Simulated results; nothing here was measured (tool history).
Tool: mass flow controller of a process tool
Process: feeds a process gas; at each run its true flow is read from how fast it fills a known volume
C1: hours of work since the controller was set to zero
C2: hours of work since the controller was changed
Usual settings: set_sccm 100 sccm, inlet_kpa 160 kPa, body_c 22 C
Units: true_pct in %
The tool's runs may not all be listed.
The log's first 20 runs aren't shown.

{"run": 21, "hour": 4248.3, "set_sccm": 100, "inlet_kpa": 231, "body_c": 22, "C1": 2863, "C2": 2863, "true_pct": 99.14}
{"run": 22, "hour": 4427.9, "set_sccm": 100, "inlet_kpa": 231, "body_c": 22, "C1": 2919, "C2": 2919, "true_pct": 99.12}
{"run": 23, "hour": 4589.7, "set_sccm": 20, "inlet_kpa": 204, "body_c": 22, "C1": 2969, "C2": 2969, "true_pct": 94.2}
{"run": 24, "hour": 4768.5, "set_sccm": 20, "inlet_kpa": 204, "body_c": 22, "C1": 3025, "C2": 3025, "true_pct": 93.97}
{"run": 25, "hour": 4991.6, "set_sccm": 20, "inlet_kpa": 204, "body_c": 22, "C1": 3094, "C2": 3094, "true_pct": 93.94}
{"run": 26, "hour": 5191.7, "set_sccm": 43, "inlet_kpa": 160, "body_c": 22, "C1": 3156, "C2": 3156, "true_pct": 96.8}
{"run": 27, "hour": 5348.9, "set_sccm": 100, "inlet_kpa": 160, "body_c": 21, "C1": 3205, "C2": 3205, "true_pct": 98.71}
{"run": 28, "hour": 5618.3, "set_sccm": 100, "inlet_kpa": 160, "body_c": 23, "C1": 3289, "C2": 3289, "true_pct": 98.62}
{"run": 29, "hour": 5904.3, "set_sccm": 100, "inlet_kpa": 160, "body_c": 23, "C1": 3377, "C2": 3377, "true_pct": 98.47}
{"run": 30, "hour": 6118.2, "set_sccm": 178, "inlet_kpa": 160, "body_c": 30, "C1": 3444, "C2": 3444, "true_pct": 98.55}
{"run": 31, "hour": 6300.9, "set_sccm": 42, "inlet_kpa": 159, "body_c": 30, "C1": 3501, "C2": 3501, "true_pct": 95.58}
{"run": 32, "hour": 6445.1, "set_sccm": 92, "inlet_kpa": 261, "body_c": 21, "C1": 3545, "C2": 3545, "true_pct": 99.01}
{"run": 33, "hour": 6613.0, "set_sccm": 92, "inlet_kpa": 261, "body_c": 21, "C1": 3597, "C2": 3597, "true_pct": 99}

3 ways to go on from here, each from the tool as it stands after run 33. What would each give?
{"run": "A", "hour": 6761.5, "set_sccm": 124, "inlet_kpa": 196, "body_c": 33, "C1": 3644, "C2": 3644, "true_pct": "?"}
{"run": "B", "hour": 6761.5, "set_sccm": 37, "inlet_kpa": 261, "body_c": 23, "C1": 3644, "C2": 3644, "true_pct": "?"}
{"run": "C", "hour": 6761.5, "set_sccm": 48, "inlet_kpa": 261, "body_c": 21, "C1": 3644, "C2": 3644, "true_pct": "?"}

run=A true_pct=97.96
run=B true_pct=96.43
run=C true_pct=97.58
Without the tool's hidden state the same runs would have given:
run=A true_pct=98.88
run=B true_pct=99.97
run=C true_pct=100.26
